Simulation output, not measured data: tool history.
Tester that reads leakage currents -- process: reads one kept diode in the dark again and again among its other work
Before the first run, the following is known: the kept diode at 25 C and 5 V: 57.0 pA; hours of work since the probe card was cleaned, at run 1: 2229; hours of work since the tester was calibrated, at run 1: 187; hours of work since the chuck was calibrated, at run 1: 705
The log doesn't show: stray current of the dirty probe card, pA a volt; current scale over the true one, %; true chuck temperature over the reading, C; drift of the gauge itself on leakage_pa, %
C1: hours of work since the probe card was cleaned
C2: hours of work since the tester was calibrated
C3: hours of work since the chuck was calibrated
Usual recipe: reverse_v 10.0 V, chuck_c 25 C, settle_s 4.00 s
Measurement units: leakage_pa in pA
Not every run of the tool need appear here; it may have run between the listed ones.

Run 1, hour 0.0: usual settings; C1 2229; C2 187; C3 705. Result: leakage_pa 87.88 pA.
Run 2, hour 47.3: usual settings but settle_s 1.08 s; C1 2248; C2 206; C3 724. Result: leakage_pa 88.80 pA.
Run 3, hour 104.3: usual settings but chuck_c 29 C; C1 2271; C2 229; C3 747. Result: leakage_pa 120.49 pA.
Run 4, hour 161.0: usual settings but chuck_c 29 C; C1 2293; C2 251; C3 769. Result: leakage_pa 120.85 pA.
Run 5, hour 210.6: usual settings but chuck_c 29 C; C1 2313; C2 271; C3 789. Result: leakage_pa 120.14 pA.
Run 6, hour 268.1: usual settings but chuck_c 29 C; C1 2336; C2 295; C3 812. Result: leakage_pa 120.71 pA.
Run 7, hour 308.0: usual settings but chuck_c 29 C; C1 2352; C2 311; C3 829. Result: leakage_pa 120.67 pA.
Run 8, hour 385.7: usual settings but chuck_c 29 C; C1 2384; C2 342; C3 860. Result: leakage_pa 120.49 pA.
Run 9, hour 468.6: usual settings but chuck_c 29 C; C1 2417; C2 375; C3 893. Result: leakage_pa 119.35 pA.
Run 10, hour 535.2: usual settings but chuck_c 29 C; C1 2444; C2 402; C3 920. Result: leakage_pa 118.97 pA.
Run 11, hour 611.0: usual settings but chuck_c 29 C; C1 2474; C2 432; C3 950. Result: leakage_pa 119.30 pA.
Run 12, hour 657.9: usual settings but chuck_c 29 C; C1 2493; C2 451; C3 969. Result: leakage_pa 119.52 pA.
Run 13, hour 696.4: usual settings but chuck_c 29 C; C1 2509; C2 467; C3 985. Result: leakage_pa 119.65 pA.
Run 14, hour 779.4: usual settings but chuck_c 29 C; C1 2542; C2 500; C3 1018. Result: leakage_pa 120.17 pA.
Run 15, hour 832.4: usual settings but chuck_c 26 C; C1 2563; C2 521; C3 1039. Result: leakage_pa 93.15 pA.
Run 16, hour 892.6: usual settings but settle_s 0.76 s; C1 2588; C2 546; C3 1064. Result: leakage_pa 88.42 pA.
Run 17, hour 941.1: usual settings but reverse_v 13.4 V, chuck_c 58 C; C1 2607; C2 565; C3 1083. Result: leakage_pa 1307.02 pA.
Run 18, hour 981.9: usual settings but reverse_v 13.4 V, chuck_c 58 C; C1 2623; C2 582; C3 1100. Result: leakage_pa 1302.46 pA.
Run 19, hour 1017.5: usual settings but reverse_v 13.4 V, chuck_c 58 C; C1 2638; C2 596; C3 1114. Result: leakage_pa 1307.75 pA.
Run 20, hour 1078.4: usual settings but reverse_v 3.5 V, settle_s 7.92 s; C1 2662; C2 620; C3 1138. Result: leakage_pa 46.80 pA.
Run 21, hour 1160.9: usual settings but settle_s 2.20 s; C1 2695; C2 654; C3 1172. Result: leakage_pa 86.12 pA.
At hour 1192.0: chuck's temperature calibrated.
Run 22, hour 1230.2: usual settings but reverse_v 5.0 V, chuck_c 27 C, settle_s 0.42 s; C1 2723; C2 681; C3 15. Result: leakage_pa 75.00 pA.
Run 23, hour 1301.0: usual settings but reverse_v 5.0 V, chuck_c 27 C, settle_s 0.42 s; C1 2751; C2 709; C3 44. Result: leakage_pa 75.29 pA.
Run 24, hour 1368.6: usual settings but chuck_c 23 C, settle_s 3.60 s; C1 2778; C2 736; C3 71. Result: leakage_pa 78.40 pA.
Run 25, hour 1454.8: usual settings but chuck_c 23 C, settle_s 3.60 s; C1 2813; C2 771; C3 106. Result: leakage_pa 78.25 pA.
Run 26, hour 1536.7: usual settings but reverse_v 2.3 V, chuck_c 26 C, settle_s 0.53 s; C1 2846; C2 804; C3 139. Result: leakage_pa 43.92 pA.
Run 27, hour 1622.0: usual settings but reverse_v 2.5 V, settle_s 3.21 s; C1 2880; C2 838; C3 173. Result: leakage_pa 41.59 pA.
Run 28, hour 1660.9: usual settings but settle_s 0.42 s; C1 2896; C2 854; C3 189. Result: leakage_pa 96.08 pA.
Run 29, hour 1740.0: usual settings but reverse_v 13.8 V, settle_s 1.25 s; C1 2928; C2 886; C3 220. Result: leakage_pa 112.29 pA.
Run 30, hour 1827.4: usual settings but reverse_v 13.8 V, settle_s 1.25 s; C1 2963; C2 921; C3 256. Result: leakage_pa 112.16 pA.
Run 31, hour 1887.7: usual settings but reverse_v 13.8 V, settle_s 1.25 s; C1 2987; C2 945; C3 280. Result: leakage_pa 112.88 pA.

Some steps in leakage_pa between neighbouring runs. How much of each would the tool show without its hidden state too (settings, what came in, random variation), and how much is left for the hidden state, with any gauge scatter that isn't in both results?
Run 16 -> 17: reverse_v 10.0 -> 13.4, chuck_c 25 -> 58, settle_s 0.76 -> 4.00. leakage_pa +1218.60 pA: hidden state -67.41, all else +1286.01.
Run 19 -> 20: reverse_v 13.4 -> 3.5, chuck_c 58 -> 25, settle_s 4.00 -> 7.92. leakage_pa -1260.95 pA: hidden state +66.63, all else -1327.58.
Run 25 -> 26: reverse_v 10.0 -> 2.3, chuck_c 23 -> 26, settle_s 3.60 -> 0.53. leakage_pa -34.33 pA: hidden state -6.98, all else -27.35.
Run 27 -> 28: reverse_v 2.5 -> 10.0, settle_s 3.21 -> 0.42. leakage_pa +54.49 pA: hidden state +6.66, all else +47.83.
